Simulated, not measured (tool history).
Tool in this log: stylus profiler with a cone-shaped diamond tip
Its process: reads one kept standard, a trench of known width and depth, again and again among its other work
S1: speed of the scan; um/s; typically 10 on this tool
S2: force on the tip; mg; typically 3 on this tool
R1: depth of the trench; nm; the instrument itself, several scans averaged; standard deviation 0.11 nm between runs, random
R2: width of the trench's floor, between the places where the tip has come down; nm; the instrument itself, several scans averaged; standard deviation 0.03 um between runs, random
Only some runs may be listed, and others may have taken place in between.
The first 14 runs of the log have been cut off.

| run | hour | S1 | S2 | R1 | R2 |
|---|---|---|---|---|---|
| 15 | 1305.9 | 3 | 4.81 | 204.41 | 45540 |
|  | 1318.1 | new tip fitted, height scale calibrated |
| 16 | 1413.8 | 3 | 1.19 | 201.84 | 47060 |
| 17 | 1498.2 | 10 | 3 | 203.18 | 46970 |
| 18 | 1571.8 | 10 | 3 | 203.2 | 46920 |
| 19 | 1689.9 | 10 | 3 | 203.36 | 46850 |
| 20 | 1792.8 | 10 | 3 | 203.39 | 46740 |
| 21 | 1877.9 | 10 | 1.69 | 202.34 | 46680 |
| 22 | 1999.1 | 10 | 3 | 203.72 | 46580 |
| 23 | 2088 | 10 | 3 | 203.8 | 46590 |
| 24 | 2154.6 | 16 | 4.18 | 204.43 | 46480 |
| 25 | 2278.5 | 16 | 2.48 | 203.24 | 46460 |
| 26 | 2387.8 | 4 | 1.14 | 202.1 | 46340 |
| 27 | 2454.4 | 30 | 3 | 203.67 | 46240 |
| 28 | 2552.5 | 6 | 1.5 | 202.6 | 46260 |
| 29 | 2634.2 | 31 | 4.49 | 204.9 | 46180 |
| 30 | 2748 | 26 | 2.6 | 203.68 | 46060 |
| 31 | 2845.4 | 16 | 3 | 204.05 | 46110 |

What does the tool deliver on the next run?
| 32 | 2917.7 | 37 | 5.12 | ? | ? |

R1: 205.35 nm
R2: 45960 nm
Take away the tool's hidden state, keep the run-to-run variation as it was, and the same run would have given R1 204.52 nm, R2 47050 nm.
